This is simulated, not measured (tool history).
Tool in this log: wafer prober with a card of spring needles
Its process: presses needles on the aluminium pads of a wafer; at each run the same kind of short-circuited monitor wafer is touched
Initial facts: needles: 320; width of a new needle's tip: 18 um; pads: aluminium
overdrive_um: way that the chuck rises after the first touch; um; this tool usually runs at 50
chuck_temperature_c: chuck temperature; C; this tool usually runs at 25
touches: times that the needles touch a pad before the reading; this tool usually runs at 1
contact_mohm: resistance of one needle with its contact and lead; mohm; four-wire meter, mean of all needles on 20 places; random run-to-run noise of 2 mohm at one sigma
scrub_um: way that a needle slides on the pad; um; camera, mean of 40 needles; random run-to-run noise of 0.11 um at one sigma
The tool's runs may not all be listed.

run 1 day=0 | overdrive_um=50 chuck_temperature_c=25 touches=1 | contact_mohm=416 scrub_um=10.74
-- day=0.2 tips cleaned on abrasive film
-- day=0.592 tips cleaned on abrasive film
-- day=1.083 tips cleaned on abrasive film
-- day=1.479 tips cleaned on abrasive film
run 2 day=1.725 | overdrive_um=50 chuck_temperature_c=63 touches=1 | contact_mohm=434 scrub_um=10.71
-- day=1.925 tips cleaned on abrasive film
-- day=2.417 tips cleaned on abrasive film
-- day=2.808 tips cleaned on abrasive film
-- day=3.204 tips cleaned on abrasive film
run 3 day=3.529 | overdrive_um=50 chuck_temperature_c=25 touches=1 | contact_mohm=472 scrub_um=10.61
-- day=3.633 tips cleaned on abrasive film
-- day=4.025 tips cleaned on abrasive film
-- day=4.517 tips cleaned on abrasive film
run 4 day=4.792 | overdrive_um=50 chuck_temperature_c=25 touches=1 | contact_mohm=459 scrub_um=10.52
-- day=4.988 tips cleaned on abrasive film
-- day=5.475 tips cleaned on abrasive film
run 5 day=5.85 | overdrive_um=50 chuck_temperature_c=25 touches=1 | contact_mohm=479 scrub_um=10.54
-- day=5.954 tips cleaned on abrasive film
-- day=6.346 tips cleaned on abrasive film
-- day=6.838 tips cleaned on abrasive film
run 6 day=7.212 | overdrive_um=54 chuck_temperature_c=25 touches=1 | contact_mohm=457 scrub_um=11.2
-- day=7.312 tips cleaned on abrasive film
-- day=7.8 tips cleaned on abrasive film
run 7 day=8.138 | overdrive_um=54 chuck_temperature_c=25 touches=1 | contact_mohm=446 scrub_um=11.48
-- day=8.242 tips cleaned on abrasive film
-- day=8.729 tips cleaned on abrasive film
-- day=9.208 tips cleaned on abrasive film
run 8 day=9.579 | overdrive_um=54 chuck_temperature_c=25 touches=1 | contact_mohm=445 scrub_um=11.37
-- day=9.679 tips cleaned on abrasive film
-- day=10.171 tips cleaned on abrasive film
-- day=10.658 tips cleaned on abrasive film
-- day=11.15 tips cleaned on abrasive film
run 9 day=11.379 | overdrive_um=50 chuck_temperature_c=25 touches=2 | contact_mohm=364 scrub_um=10.17
-- day=11.579 tips cleaned on abrasive film
-- day=11.688 height of the first contact set anew
-- day=11.983 tips cleaned on abrasive film
-- day=12.475 tips cleaned on abrasive film
-- day=12.967 tips cleaned on abrasive film
-- day=13.454 tips cleaned on abrasive film
run 10 day=13.488 | overdrive_um=42 chuck_temperature_c=25 touches=1 | contact_mohm=293 scrub_um=9.24
-- day=13.875 tips cleaned on abrasive film
-- day=14.267 tips cleaned on abrasive film
-- day=14.758 tips cleaned on abrasive film
-- day=15.242 tips cleaned on abrasive film
run 11 day=15.6 | overdrive_um=50 chuck_temperature_c=25 touches=1 | contact_mohm=478 scrub_um=11.01
-- day=15.7 tips cleaned on abrasive film
-- day=16.2 card fitted with new needles
-- day=16.683 tips cleaned on abrasive film
-- day=17.167 tips cleaned on abrasive film
-- day=17.562 tips cleaned on abrasive film
run 12 day=17.762 | overdrive_um=50 chuck_temperature_c=29 touches=1 | contact_mohm=335 scrub_um=11.02
-- day=17.962 tips cleaned on abrasive film
-- day=18.454 tips cleaned on abrasive film
-- day=18.933 tips cleaned on abrasive film
run 13 day=19.167 | overdrive_um=50 chuck_temperature_c=29 touches=1 | contact_mohm=345 scrub_um=11.03
-- day=19.358 tips cleaned on abrasive film
-- day=19.75 tips cleaned on abrasive film
-- day=20.146 tips cleaned on abrasive film
run 14 day=20.458 | overdrive_um=44 chuck_temperature_c=92 touches=1 | contact_mohm=401 scrub_um=9.63
-- day=20.558 tips cleaned on abrasive film
-- day=21.05 tips cleaned on abrasive film
run 15 day=21.421 | overdrive_um=50 chuck_temperature_c=67 touches=2 | contact_mohm=316 scrub_um=10.89
-- day=21.525 tips cleaned on abrasive film
-- day=22.012 tips cleaned on abrasive film
run 16 day=22.4 | overdrive_um=50 chuck_temperature_c=67 touches=2 | contact_mohm=320 scrub_um=10.84
-- day=22.504 tips cleaned on abrasive film
-- day=22.996 tips cleaned on abrasive film
-- day=23.483 tips cleaned on abrasive film
-- day=23.879 tips cleaned on abrasive film
-- day=24.362 tips cleaned on abrasive film
run 17 day=24.592 | overdrive_um=50 chuck_temperature_c=124 touches=1 | contact_mohm=361 scrub_um=11.01
-- day=24.792 tips cleaned on abrasive film
-- day=25.275 tips cleaned on abrasive film
-- day=25.671 tips cleaned on abrasive film
-- day=26.146 tips cleaned on abrasive film
run 18 day=26.146 | overdrive_um=61 chuck_temperature_c=43 touches=1 | contact_mohm=225 scrub_um=13.25
-- day=26.538 tips cleaned on abrasive film
-- day=26.933 tips cleaned on abrasive film
-- day=27.425 tips cleaned on abrasive film
-- day=27.917 tips cleaned on abrasive film
run 19 day=28.275 | overdrive_um=50 chuck_temperature_c=25 touches=2 | contact_mohm=320 scrub_um=10.65
-- day=28.375 tips cleaned on abrasive film
-- day=28.854 tips cleaned on abrasive film
-- day=29.246 tips cleaned on abrasive film
-- day=29.725 tips cleaned on abrasive film
-- day=30.121 tips cleaned on abrasive film
run 20 day=30.304 | overdrive_um=50 chuck_temperature_c=39 touches=3 | contact_mohm=269 scrub_um=10.57

Run 21 comes next. What will it give?
-- day=30.6 tips cleaned on abrasive film
-- day=31.092 tips cleaned on abrasive film
-- day=31.546 tips cleaned on abrasive film
run 21 day=31.546 | overdrive_um=50 chuck_temperature_c=39 touches=3 | contact_mohm=? scrub_um=?

Run 21 measured contact_mohm 226 mohm, scrub_um 10.53 um.
Were there no unlogged condition in the tool, this run, its random variation unchanged, would have produced contact_mohm 219 mohm, scrub_um 11.3 um.
